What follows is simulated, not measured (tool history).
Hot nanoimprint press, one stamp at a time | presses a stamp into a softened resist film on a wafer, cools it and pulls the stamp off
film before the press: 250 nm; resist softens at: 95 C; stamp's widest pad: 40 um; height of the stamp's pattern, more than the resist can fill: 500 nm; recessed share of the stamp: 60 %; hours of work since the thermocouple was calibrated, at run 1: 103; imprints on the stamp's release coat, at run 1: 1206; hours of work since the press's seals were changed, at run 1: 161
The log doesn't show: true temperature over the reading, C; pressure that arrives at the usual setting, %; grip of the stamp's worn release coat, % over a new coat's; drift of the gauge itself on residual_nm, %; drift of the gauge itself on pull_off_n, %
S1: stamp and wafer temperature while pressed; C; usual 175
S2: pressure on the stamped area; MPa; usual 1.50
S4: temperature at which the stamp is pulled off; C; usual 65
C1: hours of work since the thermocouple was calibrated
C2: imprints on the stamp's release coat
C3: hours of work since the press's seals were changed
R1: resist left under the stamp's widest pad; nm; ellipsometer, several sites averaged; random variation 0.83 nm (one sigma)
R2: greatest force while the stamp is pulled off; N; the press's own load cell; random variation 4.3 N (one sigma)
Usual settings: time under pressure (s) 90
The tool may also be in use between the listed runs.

Run 1, hour 0.0: usual settings; C1 103; C2 1206; C3 161. Result: R1 112.0 nm, R2 303 N.
Run 2, hour 15.2: usual settings; C1 110; C2 1254; C3 168. Result: R1 111.5 nm, R2 299 N.
Run 3, hour 31.8: usual settings; C1 117; C2 1307; C3 175. Result: R1 111.7 nm, R2 311 N.
Run 4, hour 61.1: usual settings; C1 129; C2 1400; C3 187. Result: R1 112.0 nm, R2 316 N.
At hour 88.1: stamp cleaned and given a new release coat.
Run 5, hour 94.0: usual settings; C1 140; C2 19; C3 199. Result: R1 112.9 nm, R2 216 N.
Run 6, hour 128.7: usual settings but time under pressure (s) 179; C1 155; C2 129; C3 213. Result: R1 89.5 nm, R2 215 N.
Run 7, hour 151.0: usual settings but time under pressure (s) 141; C1 164; C2 199; C3 223. Result: R1 96.4 nm, R2 227 N.
Run 8, hour 179.6: usual settings but time under pressure (s) 141; C1 177; C2 289; C3 235. Result: R1 97.2 nm, R2 238 N.
Run 9, hour 215.3: usual settings; C1 192; C2 402; C3 250. Result: R1 113.3 nm, R2 234 N.
Run 10, hour 231.8: usual settings but time under pressure (s) 55; C1 199; C2 454; C3 257. Result: R1 135.0 nm, R2 239 N.
Run 11, hour 255.6: usual settings but S4 70 C; C1 209; C2 530; C3 267. Result: R1 114.6 nm, R2 236 N.
Run 12, hour 285.6: usual settings but S4 70 C; C1 221; C2 625; C3 280. Result: R1 113.6 nm, R2 245 N.
Run 13, hour 314.4: usual settings but S4 70 C; C1 234; C2 716; C3 292. Result: R1 115.4 nm, R2 247 N.
Run 14, hour 344.3: usual settings but S1 165 C, time under pressure (s) 109, S4 54 C; C1 246; C2 810; C3 304. Result: R1 154.0 nm, R2 307 N.
Run 15, hour 369.1: usual settings but S1 165 C, S2 1.40 MPa, time under pressure (s) 100, S4 73 C; C1 257; C2 889; C3 315. Result: R1 161.1 nm, R2 248 N.
Run 16, hour 403.7: usual settings but S1 165 C, S2 1.40 MPa, time under pressure (s) 100, S4 73 C; C1 271; C2 998; C3 330. Result: R1 161.5 nm, R2 263 N.
Run 17, hour 425.6: usual settings but S1 165 C, S2 1.40 MPa, time under pressure (s) 100, S4 73 C; C1 281; C2 1068; C3 339. Result: R1 162.4 nm, R2 265 N.
Run 18, hour 458.4: usual settings but S1 165 C, S2 1.40 MPa, time under pressure (s) 100, S4 73 C; C1 295; C2 1171; C3 353. Result: R1 164.0 nm, R2 276 N.
Run 19, hour 480.5: usual settings but time under pressure (s) 50; C1 304; C2 1241; C3 362. Result: R1 138.3 nm, R2 301 N.
Run 20, hour 509.9: usual settings but time under pressure (s) 50; C1 316; C2 1334; C3 374. Result: R1 140.8 nm, R2 318 N.
Run 21, hour 545.1: usual settings but time under pressure (s) 50; C1 331; C2 1445; C3 389. Result: R1 139.4 nm, R2 320 N.
At hour 558.0: stamp cleaned and given a new release coat.
Run 22, hour 586.9: usual settings but S2 2.21 MPa, S4 60 C; C1 346; C2 92; C3 405. Result: R1 94.4 nm, R2 226 N.
Run 23, hour 604.7: usual settings but S2 2.11 MPa, S4 60 C; C1 354; C2 148; C3 412. Result: R1 96.5 nm, R2 220 N.

4 ways to go on from here, each from the tool as it stands after run 23. What would each give?
Run A, hour 625.3: usual settings but S4 59 C; C1 363; C2 213; C3 421. Result: R1 ?, R2 ?.
Run B, hour 625.3: usual settings but S1 174 C, S2 0.99 MPa, S4 60 C; C1 363; C2 213; C3 421. Result: R1 ?, R2 ?.
Run C, hour 625.3: usual settings but S1 178 C, S2 1.34 MPa, S4 53 C; C1 363; C2 213; C3 421. Result: R1 ?, R2 ?.
Run D, hour 625.3: usual settings but S1 181 C, S2 2.11 MPa, S4 60 C; C1 363; C2 213; C3 421. Result: R1 ?, R2 ?.

run     R1   R2
  A  116.4  228
  B  146.3  229
  C  111.2  250
  D   77.5  238
Without the tool's hidden state the same runs would have given:
run     R1   R2
  A  110.9  210
  B  140.7  212
  C  106.1  230
  D   73.2  220
